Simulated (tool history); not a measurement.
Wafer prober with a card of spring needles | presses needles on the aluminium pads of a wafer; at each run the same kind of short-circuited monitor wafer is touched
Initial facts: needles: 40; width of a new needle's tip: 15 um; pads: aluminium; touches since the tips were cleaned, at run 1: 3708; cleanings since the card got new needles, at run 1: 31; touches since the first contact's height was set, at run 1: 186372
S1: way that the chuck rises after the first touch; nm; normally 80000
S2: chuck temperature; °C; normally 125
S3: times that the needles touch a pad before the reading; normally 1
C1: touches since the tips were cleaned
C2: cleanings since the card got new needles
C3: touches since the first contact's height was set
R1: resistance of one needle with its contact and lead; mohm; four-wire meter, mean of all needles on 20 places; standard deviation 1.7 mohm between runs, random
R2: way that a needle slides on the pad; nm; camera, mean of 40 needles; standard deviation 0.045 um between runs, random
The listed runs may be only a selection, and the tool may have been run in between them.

{"run": 1, "hour": 0.0, "S1": 80000, "S2": 125, "S3": 1, "C1": 3708, "C2": 31, "C3": 186372, "R1": 188, "R2": 10020}
{"hour": 4.2, "done": "tips cleaned on abrasive film"}
{"hour": 16.8, "done": "tips cleaned on abrasive film"}
{"run": 2, "hour": 16.8, "S1": 80000, "S2": 125, "S3": 1, "C1": 0, "C2": 33, "C3": 193289, "R1": 177, "R2": 9800}
{"hour": 30.3, "done": "tips cleaned on abrasive film"}
{"run": 3, "hour": 37.5, "S1": 80000, "S2": 125, "S3": 1, "C1": 2970, "C2": 34, "C3": 201823, "R1": 189, "R2": 9950}
{"hour": 44.0, "done": "tips cleaned on abrasive film"}
{"run": 4, "hour": 52.0, "S1": 80000, "S2": 125, "S3": 1, "C1": 3320, "C2": 35, "C3": 207824, "R1": 191, "R2": 9780}
{"hour": 58.2, "done": "tips cleaned on abrasive film"}
{"run": 5, "hour": 66.2, "S1": 80000, "S2": 125, "S3": 1, "C1": 3341, "C2": 36, "C3": 213689, "R1": 189, "R2": 9800}
{"hour": 71.5, "done": "tips cleaned on abrasive film"}
{"run": 6, "hour": 77.8, "S1": 80000, "S2": 30, "S3": 1, "C1": 2597, "C2": 37, "C3": 218454, "R1": 170, "R2": 9810}
{"hour": 84.2, "done": "tips cleaned on abrasive film"}
{"hour": 88.5, "done": "tips cleaned on abrasive film, once more"}
{"run": 7, "hour": 100.5, "S1": 80000, "S2": 27, "S3": 1, "C1": 4993, "C2": 39, "C3": 227820, "R1": 175, "R2": 9720}
{"hour": 102.4, "done": "tips cleaned on abrasive film"}
{"hour": 115.2, "done": "tips cleaned on abrasive film"}
{"run": 8, "hour": 119.0, "S1": 75000, "S2": 125, "S3": 1, "C1": 1586, "C2": 41, "C3": 235398, "R1": 187, "R2": 9140}
{"hour": 127.6, "done": "tips cleaned on abrasive film"}
{"run": 9, "hour": 131.1, "S1": 80000, "S2": 125, "S3": 3, "C1": 1480, "C2": 42, "C3": 240405, "R1": 177, "R2": 9700}
{"hour": 141.2, "done": "tips cleaned on abrasive film"}
{"hour": 143.7, "done": "height of the first contact set anew"}
{"run": 10, "hour": 143.7, "S1": 80000, "S2": 125, "S3": 3, "C1": 914, "C2": 43, "C3": 0, "R1": 177, "R2": 10240}
{"hour": 155.4, "done": "tips cleaned on abrasive film"}
{"run": 11, "hour": 158.5, "S1": 80000, "S2": 125, "S3": 3, "C1": 1284, "C2": 44, "C3": 6139, "R1": 175, "R2": 10190}
{"hour": 167.7, "done": "tips cleaned on abrasive film"}
{"run": 12, "hour": 179.2, "S1": 80000, "S2": 125, "S3": 2, "C1": 4767, "C2": 45, "C3": 14676, "R1": 182, "R2": 10190}
{"hour": 180.5, "done": "tips cleaned on abrasive film"}
{"hour": 193.1, "done": "tips cleaned on abrasive film"}
{"run": 13, "hour": 195.0, "S1": 80000, "S2": 125, "S3": 1, "C1": 786, "C2": 47, "C3": 21157, "R1": 176, "R2": 10190}
{"hour": 206.3, "done": "tips cleaned on abrasive film"}
{"run": 14, "hour": 208.0, "S1": 70000, "S2": 103, "S3": 2, "C1": 703, "C2": 48, "C3": 26521, "R1": 177, "R2": 8920}

Expected results for the next run?
{"hour": 220.2, "done": "tips cleaned on abrasive film"}
{"run": 15, "hour": 228.0, "S1": 73000, "S2": 61, "S3": 1, "C1": 3218, "C2": 49, "C3": 34782, "R1": "?", "R2": "?"}

R1: 183 mohm
R2: 9310 nm
Minus the tool's unlogged condition, the same run would have read R1 164 mohm, R2 9350 nm.
